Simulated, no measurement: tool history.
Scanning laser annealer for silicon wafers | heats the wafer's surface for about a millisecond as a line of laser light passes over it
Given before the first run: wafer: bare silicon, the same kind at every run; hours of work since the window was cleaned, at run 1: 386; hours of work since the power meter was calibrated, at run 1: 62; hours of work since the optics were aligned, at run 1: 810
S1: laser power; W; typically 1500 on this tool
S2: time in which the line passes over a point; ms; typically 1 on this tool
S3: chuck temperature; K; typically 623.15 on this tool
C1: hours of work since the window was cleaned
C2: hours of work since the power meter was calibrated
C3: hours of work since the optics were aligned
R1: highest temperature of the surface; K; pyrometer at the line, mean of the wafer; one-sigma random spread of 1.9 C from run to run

Run 1, hour 0: usual settings; C1 386; C2 62; C3 810. Result: R1 1362.15 K.
At hour 22.8: optics aligned, line set to its width.
Run 2, hour 26.4: usual settings but S3 590.15 K; C1 395; C2 71; C3 2. Result: R1 1343.15 K.
Run 3, hour 38: usual settings but S3 649.15 K; C1 400; C2 76; C3 7. Result: R1 1401.15 K.
Run 4, hour 49.6: usual settings but S3 649.15 K; C1 405; C2 81; C3 12. Result: R1 1404.15 K.
Run 5, hour 67.7: usual settings but S3 662.15 K; C1 413; C2 89; C3 20. Result: R1 1413.15 K.
Run 6, hour 88.1: usual settings but S3 662.15 K; C1 422; C2 98; C3 29. Result: R1 1416.15 K.
Run 7, hour 108.1: usual settings but S3 662.15 K; C1 431; C2 107; C3 37. Result: R1 1413.15 K.
Run 8, hour 123.7: usual settings but S1 1468 W; C1 438; C2 114; C3 44. Result: R1 1349.15 K.
Run 9, hour 141.6: usual settings but S1 1451 W; C1 445; C2 121; C3 52. Result: R1 1342.15 K.
Run 10, hour 160.8: usual settings but S1 1451 W, S2 0.97 ms; C1 454; C2 130; C3 60. Result: R1 1329.15 K.
Run 11, hour 182.3: usual settings but S2 0.98 ms; C1 463; C2 139; C3 70. Result: R1 1361.15 K.
Run 12, hour 191.6: usual settings; C1 467; C2 143; C3 74. Result: R1 1372.15 K.
Run 13, hour 211.3: usual settings; C1 476; C2 152; C3 83. Result: R1 1371.15 K.
Run 14, hour 231.7: usual settings; C1 485; C2 161; C3 91. Result: R1 1370.15 K.
Run 15, hour 248.3: usual settings; C1 492; C2 168; C3 99. Result: R1 1365.15 K.
Run 16, hour 261.7: usual settings but S3 595.15 K; C1 498; C2 174; C3 105. Result: R1 1339.15 K.
Run 17, hour 282.8: usual settings but S2 1.03 ms, S3 595.15 K; C1 507; C2 183; C3 114. Result: R1 1349.15 K.
Run 18, hour 299.2: usual settings but S1 1539 W, S2 0.9 ms, S3 609.15 K; C1 514; C2 190; C3 121. Result: R1 1335.15 K.
Run 19, hour 316.6: usual settings but S1 1539 W, S2 0.9 ms, S3 609.15 K; C1 522; C2 198; C3 129. Result: R1 1338.15 K.
Run 20, hour 327.7: usual settings but S1 1303 W, S2 1.24 ms, S3 640.15 K; C1 527; C2 203; C3 134. Result: R1 1332.15 K.
Run 21, hour 338.5: usual settings but S1 1340 W, S2 1.17 ms, S3 606.15 K; C1 532; C2 208; C3 138. Result: R1 1297.15 K.

For run 22, what comes out?
Run 22, hour 352.1: usual settings but S1 1525 W, S2 0.73 ms, S3 635.15 K; C1 538; C2 214; C3 144. Result: R1 ?.

Run 22 measured R1 1276.15 K.
Were there no unlogged condition in the tool, this run, its random variation unchanged, would have produced R1 1306.15 K.
